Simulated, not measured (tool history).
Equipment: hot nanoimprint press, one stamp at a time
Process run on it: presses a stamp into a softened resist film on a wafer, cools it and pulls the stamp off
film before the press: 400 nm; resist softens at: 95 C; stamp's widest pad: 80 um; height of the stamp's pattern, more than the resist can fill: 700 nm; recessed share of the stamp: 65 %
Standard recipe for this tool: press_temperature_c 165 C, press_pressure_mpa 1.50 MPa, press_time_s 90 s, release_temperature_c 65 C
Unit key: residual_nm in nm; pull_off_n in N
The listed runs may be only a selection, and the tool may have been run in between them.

| run | hour | press_temperature_c | press_pressure_mpa | press_time_s | release_temperature_c | residual_nm | pull_off_n |
|---|---|---|---|---|---|---|---|
| 1 | 0.0 | 165 | 1.50 | 90 | 65 | 142.7 | 113 |
| 2 | 11.3 | 165 | 1.50 | 90 | 65 | 144.8 | 114 |
| 3 | 23.2 | 165 | 1.50 | 90 | 65 | 145.5 | 119 |
| 4 | 29.9 | 165 | 1.50 | 90 | 65 | 143.6 | 117 |
| 5 | 42.8 | 165 | 1.50 | 90 | 65 | 146.6 | 116 |
| 6 | 48.6 | 165 | 1.50 | 50 | 65 | 181.6 | 118 |
| 7 | 57.3 | 165 | 1.50 | 50 | 65 | 179.7 | 120 |
| 8 | 64.9 | 165 | 1.50 | 50 | 65 | 182.7 | 118 |
| 9 | 78.0 | 165 | 1.50 | 74 | 65 | 156.8 | 118 |
| 10 | 88.0 | 165 | 1.50 | 74 | 65 | 156.7 | 123 |
| 11 | 98.2 | 165 | 1.22 | 97 | 59 | 159.6 | 123 |
| 12 | 110.7 | 168 | 1.08 | 47 | 56 | 197.3 | 133 |
| 13 | 120.3 | 168 | 1.08 | 47 | 56 | 199.2 | 132 |
| 14 | 128.5 | 158 | 1.50 | 90 | 65 | 187.4 | 117 |
| 15 | 134.7 | 157 | 1.06 | 51 | 62 | 269.1 | 123 |
| 16 | 147.5 | 165 | 1.97 | 176 | 65 | 97.8 | 124 |
| 17 | 160.5 | 165 | 1.97 | 176 | 65 | 98.0 | 125 |
| 18 | 171.9 | 165 | 1.50 | 63 | 64 | 169.7 | 124 |

Had the tool no unlogged condition, and each run kept its random variation, what would the results have been?
Hidden state at play: true temperature over the reading, C; pressure that arrives at the usual setting, %; grip of the stamp's worn release coat, % over a new coat's; drift of the gauge itself on residual_nm, %; drift of the gauge itself on pull_off_n, %.
| run | residual_nm | pull_off_n |
|---|---|---|
| 1 | 140.8 | 110 |
| 2 | 142.8 | 111 |
| 3 | 143.4 | 115 |
| 4 | 141.5 | 112 |
| 5 | 144.3 | 111 |
| 6 | 178.9 | 112 |
| 7 | 176.9 | 113 |
| 8 | 179.9 | 111 |
| 9 | 154.1 | 110 |
| 10 | 153.9 | 114 |
| 11 | 156.8 | 114 |
| 12 | 194.2 | 123 |
| 13 | 196.0 | 121 |
| 14 | 183.6 | 107 |
| 15 | 265.2 | 113 |
| 16 | 95.5 | 112 |
| 17 | 95.6 | 113 |
| 18 | 166.0 | 112 |
